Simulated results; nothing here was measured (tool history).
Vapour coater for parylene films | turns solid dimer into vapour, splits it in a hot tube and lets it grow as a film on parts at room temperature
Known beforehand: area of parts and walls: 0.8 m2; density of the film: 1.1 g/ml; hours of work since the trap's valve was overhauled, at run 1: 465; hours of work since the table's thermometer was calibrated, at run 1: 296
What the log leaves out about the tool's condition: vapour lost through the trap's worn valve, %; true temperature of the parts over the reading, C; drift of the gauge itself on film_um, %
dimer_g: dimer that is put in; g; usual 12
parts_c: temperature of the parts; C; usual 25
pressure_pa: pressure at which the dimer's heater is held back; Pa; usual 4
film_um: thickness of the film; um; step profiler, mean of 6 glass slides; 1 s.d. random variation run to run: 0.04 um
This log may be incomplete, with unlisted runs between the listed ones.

run,day,dimer_g,parts_c,pressure_pa,hours of work since the trap's valve was overhauled,hours of work since the table's thermometer was calibrated,film_um
1,0,12,25,4,465,296,8.11
# day 1.996: trap's valve overhauled
2,2.429,12,25,10.32,9,342,6.46
3,4.462,12,25,10.32,50,383,6.59
4,6.017,12,25,10.32,82,415,6.6
5,8.171,12,34,4,126,459,6.85
6,9.254,12,34,4,148,481,6.85
7,11.662,12,25,4,197,530,8.21
8,14.321,12,25,4,251,584,8.23
9,16.325,12,25,4,292,625,8.29
10,18.058,12,25,4,327,660,8.32
11,19.254,12,25,4,351,684,8.27
12,20.462,12,25,4,376,709,8.35
13,22.504,12,25,4,417,750,8.29
# day 23.888: gauge calibrated
14,24.767,12,25,4,463,796,8.07
15,26.246,12,25,4,493,826,8.15
# day 26.946: trap's valve overhauled
16,27.517,6,25,4,12,849,4.11
17,29.892,15,31,5.74,60,897,8.33
18,31.675,15,31,5.74,96,933,8.38
19,32.804,9,28,7.79,119,956,4.94
20,34.746,5,28,9.92,159,996,2.63
21,37.117,16,24,3.09,207,1044,11.98
22,38.417,16,24,3.09,233,1071,11.99
23,40.379,7,21,9.64,273,1111,4.27
24,41.721,21,25,3.56,301,1138,14.95
25,43.421,21,25,3.56,335,1172,14.9
26,45.267,21,19,2.15,373,1210,19.03
27,47.358,12,25,3.85,415,1253,8.37
28,48.504,6,20,3.42,439,1276,4.76
29,50.075,6,20,3.42,471,1308,4.76
# day 51.742: trap's valve overhauled
30,51.854,5,30,8.28,2,1341,2.68
31,54.183,5,30,8.28,50,1388,2.67
# day 54.842: table's thermometer calibrated
# day 55.033: gauge calibrated
32,56.442,12,20,4,95,33,8.99

3 ways to go on from here, each from the tool as it stands after run 32. What would each give?
A,57.821,8,20,3.45,123,61,?
B,57.821,18,18,2.25,123,61,?
C,57.821,12,20,5.83,123,61,?

run,film_um
A,6.18
B,16.16
C,8.25
Take away the tool's hidden state, keep each run's random variation, and the runs would have read:
run,film_um
A,6.16
B,16.12
C,8.23

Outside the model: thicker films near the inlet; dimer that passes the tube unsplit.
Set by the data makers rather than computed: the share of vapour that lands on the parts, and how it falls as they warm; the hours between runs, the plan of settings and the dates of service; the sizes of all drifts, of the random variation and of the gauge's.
